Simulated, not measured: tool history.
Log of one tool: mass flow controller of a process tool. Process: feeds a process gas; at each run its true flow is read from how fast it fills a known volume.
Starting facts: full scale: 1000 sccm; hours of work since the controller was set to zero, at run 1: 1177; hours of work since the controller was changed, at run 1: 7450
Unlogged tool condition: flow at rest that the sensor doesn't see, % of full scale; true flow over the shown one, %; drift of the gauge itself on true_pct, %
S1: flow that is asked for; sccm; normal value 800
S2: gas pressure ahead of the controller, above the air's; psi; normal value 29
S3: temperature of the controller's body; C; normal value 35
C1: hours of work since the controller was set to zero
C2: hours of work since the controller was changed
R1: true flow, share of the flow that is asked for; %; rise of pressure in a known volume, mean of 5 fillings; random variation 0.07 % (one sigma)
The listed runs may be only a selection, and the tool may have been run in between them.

{"run": 1, "hour": 0.0, "S1": 800, "S2": 29, "S3": 35, "C1": 1177, "C2": 7450, "R1": 98.51}
{"run": 2, "hour": 319.9, "S1": 365, "S2": 29, "S3": 35, "C1": 1420, "C2": 7693, "R1": 97.04}
{"run": 3, "hour": 811.4, "S1": 365, "S2": 29, "S3": 35, "C1": 1794, "C2": 8067, "R1": 96.92}
{"run": 4, "hour": 1265.0, "S1": 365, "S2": 29, "S3": 35, "C1": 2138, "C2": 8411, "R1": 97.03}
{"run": 5, "hour": 1733.7, "S1": 800, "S2": 29, "S3": 35, "C1": 2494, "C2": 8767, "R1": 98.65}
{"run": 6, "hour": 2135.2, "S1": 800, "S2": 29, "S3": 35, "C1": 2799, "C2": 9073, "R1": 98.61}
{"run": 7, "hour": 2367.9, "S1": 800, "S2": 29, "S3": 35, "C1": 2976, "C2": 9249, "R1": 98.73}
{"run": 8, "hour": 2844.3, "S1": 800, "S2": 29, "S3": 35, "C1": 3338, "C2": 9611, "R1": 98.78}
{"run": 9, "hour": 3171.6, "S1": 800, "S2": 29, "S3": 35, "C1": 3587, "C2": 9860, "R1": 98.88}
{"run": 10, "hour": 3431.0, "S1": 800, "S2": 29, "S3": 35, "C1": 3784, "C2": 10057, "R1": 98.84}
{"run": 11, "hour": 3641.5, "S1": 800, "S2": 29, "S3": 20, "C1": 3944, "C2": 10217, "R1": 100.15}
{"run": 12, "hour": 4094.5, "S1": 800, "S2": 29, "S3": 20, "C1": 4288, "C2": 10561, "R1": 100.2}
{"run": 13, "hour": 4352.4, "S1": 800, "S2": 25.7, "S3": 35, "C1": 4484, "C2": 10757, "R1": 99}
{"run": 14, "hour": 4568.3, "S1": 800, "S2": 25.7, "S3": 35, "C1": 4648, "C2": 10921, "R1": 98.92}
{"run": 15, "hour": 4975.3, "S1": 800, "S2": 37.7, "S3": 35, "C1": 4957, "C2": 11230, "R1": 98.72}
{"run": 16, "hour": 5460.5, "S1": 800, "S2": 37.7, "S3": 35, "C1": 5326, "C2": 11599, "R1": 98.52}
{"run": 17, "hour": 5849.5, "S1": 239, "S2": 37.7, "S3": 35, "C1": 5621, "C2": 11894, "R1": 96.84}
{"run": 18, "hour": 6276.6, "S1": 800, "S2": 29, "S3": 26, "C1": 5946, "C2": 12219, "R1": 99.94}
{"run": 19, "hour": 6676.4, "S1": 146, "S2": 30.3, "S3": 24, "C1": 6249, "C2": 12522, "R1": 97.89}
{"hour": 6709.9, "done": "controller's zero set anew"}
{"run": 20, "hour": 7124.4, "S1": 394, "S2": 29, "S3": 20, "C1": 315, "C2": 12862, "R1": 99.11}
{"run": 21, "hour": 7499.1, "S1": 394, "S2": 29, "S3": 20, "C1": 600, "C2": 13147, "R1": 99.16}

For run 22, what comes out?
{"run": 22, "hour": 7879.9, "S1": 394, "S2": 22, "S3": 20, "C1": 889, "C2": 13436, "R1": "?"}

R1: 99.56 %
Had the tool carried no hidden state, the very same run would have given R1 98.7 %.

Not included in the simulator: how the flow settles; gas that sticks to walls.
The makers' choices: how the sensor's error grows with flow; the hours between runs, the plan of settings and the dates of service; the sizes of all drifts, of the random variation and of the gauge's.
